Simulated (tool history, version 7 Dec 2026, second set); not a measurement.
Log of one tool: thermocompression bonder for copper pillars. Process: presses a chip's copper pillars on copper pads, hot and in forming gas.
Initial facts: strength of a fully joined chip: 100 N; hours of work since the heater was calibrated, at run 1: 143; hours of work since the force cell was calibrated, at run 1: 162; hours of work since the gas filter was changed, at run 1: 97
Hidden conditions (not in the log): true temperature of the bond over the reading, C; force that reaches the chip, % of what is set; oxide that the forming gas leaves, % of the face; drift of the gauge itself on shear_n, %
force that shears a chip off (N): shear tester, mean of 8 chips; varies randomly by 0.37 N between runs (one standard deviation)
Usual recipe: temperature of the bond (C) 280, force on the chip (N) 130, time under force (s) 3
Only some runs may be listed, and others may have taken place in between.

run,hour,temperature of the bond (C),force on the chip (N),time under force (s),hours of work since the heater was calibrated,hours of work since the force cell was calibrated,hours of work since the gas filter was changed,force that shears a chip off (N)
1,0,280,130,3,143,162,97,68.3
2,11.2,280,146,3,149,168,103,72.8
3,22.6,280,164,3,156,174,110,77.5
4,30.3,286,164,3,160,179,114,80.4
5,41.6,286,164,3,166,185,120,80
6,47.4,286,164,3,170,188,123,80.2
# hour 51: forming gas filter changed
7,54.7,286,164,3,173,192,2,84
8,68.3,286,164,3,181,199,10,83.3
9,80.7,286,164,3,188,206,17,83.6
10,91.7,286,164,3,194,212,23,83.5
11,102.2,286,164,3,200,218,28,82.9
12,114,286,164,3,206,225,35,82.6
13,120.8,286,164,3,210,229,39,82.3
14,128.9,286,164,3,215,233,43,82.7
15,143.1,293,101,2,223,241,51,60.8
16,154.3,293,146,2,229,247,57,75.1
17,161.7,280,130,3,233,251,62,69.4
18,175.3,261,130,3,240,259,69,56.4
19,184.6,261,130,3,246,264,74,55.4
20,196.8,261,130,3,252,271,81,55.8
21,207.4,261,130,3,258,277,87,55.3
22,220.3,277,92,3,265,284,94,51.9
23,232.7,308,95,2,272,291,101,65.6
24,245.1,308,80,2,279,298,108,58.6
25,255.5,253,84,2,285,304,114,28.2
26,263.1,253,84,2,289,308,118,28.4
# hour 276.3: forming gas filter changed
27,276.5,253,102,5,296,315,0,49.7

Here are 3 independent what-if runs from the current tool condition. What would each one return?
A,288.8,267,95,3,303,322,7,?
B,288.8,279,104,6,303,322,7,?
C,288.8,253,94,5,303,322,7,?

run,force that shears a chip off (N)
A,48.8
B,72.6
C,47
Without the tool's hidden state the same runs would have given:
run,force that shears a chip off (N)
A,49.2
B,73
C,47.4
